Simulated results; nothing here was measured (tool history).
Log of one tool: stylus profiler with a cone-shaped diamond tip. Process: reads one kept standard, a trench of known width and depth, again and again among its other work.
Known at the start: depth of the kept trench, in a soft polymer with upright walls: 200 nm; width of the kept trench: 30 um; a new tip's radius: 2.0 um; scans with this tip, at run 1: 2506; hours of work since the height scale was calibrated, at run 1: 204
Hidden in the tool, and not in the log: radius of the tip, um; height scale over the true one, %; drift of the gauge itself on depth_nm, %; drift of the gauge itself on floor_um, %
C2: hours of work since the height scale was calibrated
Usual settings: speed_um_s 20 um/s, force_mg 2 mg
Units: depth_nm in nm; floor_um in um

{"run": 1, "hour": 0.0, "speed_um_s": 20, "force_mg": 2, "scans with this tip": 2506, "C2": 204, "depth_nm": 201.17, "floor_um": 27.94}
{"run": 2, "hour": 19.6, "speed_um_s": 20, "force_mg": 2, "scans with this tip": 2619, "C2": 213, "depth_nm": 201.18, "floor_um": 27.92}
{"run": 3, "hour": 52.9, "speed_um_s": 37, "force_mg": 2, "scans with this tip": 2810, "C2": 229, "depth_nm": 201.15, "floor_um": 27.85}
{"run": 4, "hour": 74.0, "speed_um_s": 37, "force_mg": 2, "scans with this tip": 2931, "C2": 239, "depth_nm": 201.09, "floor_um": 27.81}
{"run": 5, "hour": 106.6, "speed_um_s": 37, "force_mg": 2, "scans with this tip": 3118, "C2": 254, "depth_nm": 201.12, "floor_um": 27.78}
{"run": 6, "hour": 130.8, "speed_um_s": 37, "force_mg": 2, "scans with this tip": 3257, "C2": 265, "depth_nm": 201.16, "floor_um": 27.69}
{"run": 7, "hour": 164.1, "speed_um_s": 9, "force_mg": 2, "scans with this tip": 3448, "C2": 281, "depth_nm": 201.14, "floor_um": 27.9}
{"run": 8, "hour": 182.6, "speed_um_s": 9, "force_mg": 2, "scans with this tip": 3555, "C2": 290, "depth_nm": 201.05, "floor_um": 27.89}
{"run": 9, "hour": 201.8, "speed_um_s": 9, "force_mg": 2, "scans with this tip": 3665, "C2": 299, "depth_nm": 201.13, "floor_um": 27.87}
{"run": 10, "hour": 237.1, "speed_um_s": 9, "force_mg": 2, "scans with this tip": 3868, "C2": 315, "depth_nm": 201.15, "floor_um": 27.83}
{"run": 11, "hour": 262.4, "speed_um_s": 9, "force_mg": 2, "scans with this tip": 4013, "C2": 327, "depth_nm": 201.07, "floor_um": 27.83}
{"run": 12, "hour": 295.8, "speed_um_s": 20, "force_mg": 1.29, "scans with this tip": 4204, "C2": 342, "depth_nm": 200.79, "floor_um": 27.74}
{"run": 13, "hour": 323.5, "speed_um_s": 32, "force_mg": 0.72, "scans with this tip": 4364, "C2": 355, "depth_nm": 200.42, "floor_um": 27.65}
{"run": 14, "hour": 356.2, "speed_um_s": 22, "force_mg": 0.92, "scans with this tip": 4551, "C2": 371, "depth_nm": 200.53, "floor_um": 27.69}
{"run": 15, "hour": 377.9, "speed_um_s": 11, "force_mg": 3.25, "scans with this tip": 4676, "C2": 381, "depth_nm": 201.47, "floor_um": 27.79}
{"run": 16, "hour": 396.6, "speed_um_s": 9, "force_mg": 3.25, "scans with this tip": 4783, "C2": 390, "depth_nm": 201.55, "floor_um": 27.78}
{"run": 17, "hour": 426.3, "speed_um_s": 9, "force_mg": 5.27, "scans with this tip": 4954, "C2": 403, "depth_nm": 202.25, "floor_um": 27.78}
{"run": 18, "hour": 441.8, "speed_um_s": 9, "force_mg": 5.27, "scans with this tip": 5043, "C2": 411, "depth_nm": 202.21, "floor_um": 27.81}
{"run": 19, "hour": 471.2, "speed_um_s": 9, "force_mg": 5.27, "scans with this tip": 5212, "C2": 425, "depth_nm": 202.22, "floor_um": 27.76}
{"run": 20, "hour": 498.1, "speed_um_s": 48, "force_mg": 0.97, "scans with this tip": 5366, "C2": 437, "depth_nm": 200.54, "floor_um": 27.47}
{"run": 21, "hour": 526.8, "speed_um_s": 6, "force_mg": 2.74, "scans with this tip": 5531, "C2": 451, "depth_nm": 201.31, "floor_um": 27.74}
{"run": 22, "hour": 562.0, "speed_um_s": 20, "force_mg": 1.04, "scans with this tip": 5733, "C2": 467, "depth_nm": 200.64, "floor_um": 27.63}
{"run": 23, "hour": 582.4, "speed_um_s": 20, "force_mg": 5, "scans with this tip": 5850, "C2": 477, "depth_nm": 202.11, "floor_um": 27.7}

Forecast each of these 4 alternatives for the next run:
{"run": "A", "hour": 608.1, "speed_um_s": 12, "force_mg": 2.79, "scans with this tip": 5998, "C2": 489, "depth_nm": "?", "floor_um": "?"}
{"run": "B", "hour": 608.1, "speed_um_s": 64, "force_mg": 3.21, "scans with this tip": 5998, "C2": 489, "depth_nm": "?", "floor_um": "?"}
{"run": "C", "hour": 608.1, "speed_um_s": 20, "force_mg": 1.03, "scans with this tip": 5998, "C2": 489, "depth_nm": "?", "floor_um": "?"}
{"run": "D", "hour": 608.1, "speed_um_s": 9, "force_mg": 2, "scans with this tip": 5998, "C2": 489, "depth_nm": "?", "floor_um": "?"}

run=A depth_nm=201.31 floor_um=27.71
run=B depth_nm=201.54 floor_um=27.48
run=C depth_nm=200.6 floor_um=27.62
run=D depth_nm=200.99 floor_um=27.69
Without the tool's hidden state the same runs would have given:
run=A depth_nm=201.59 floor_um=28.23
run=B depth_nm=201.82 floor_um=28.01
run=C depth_nm=200.87 floor_um=28.14
run=D depth_nm=201.27 floor_um=28.21

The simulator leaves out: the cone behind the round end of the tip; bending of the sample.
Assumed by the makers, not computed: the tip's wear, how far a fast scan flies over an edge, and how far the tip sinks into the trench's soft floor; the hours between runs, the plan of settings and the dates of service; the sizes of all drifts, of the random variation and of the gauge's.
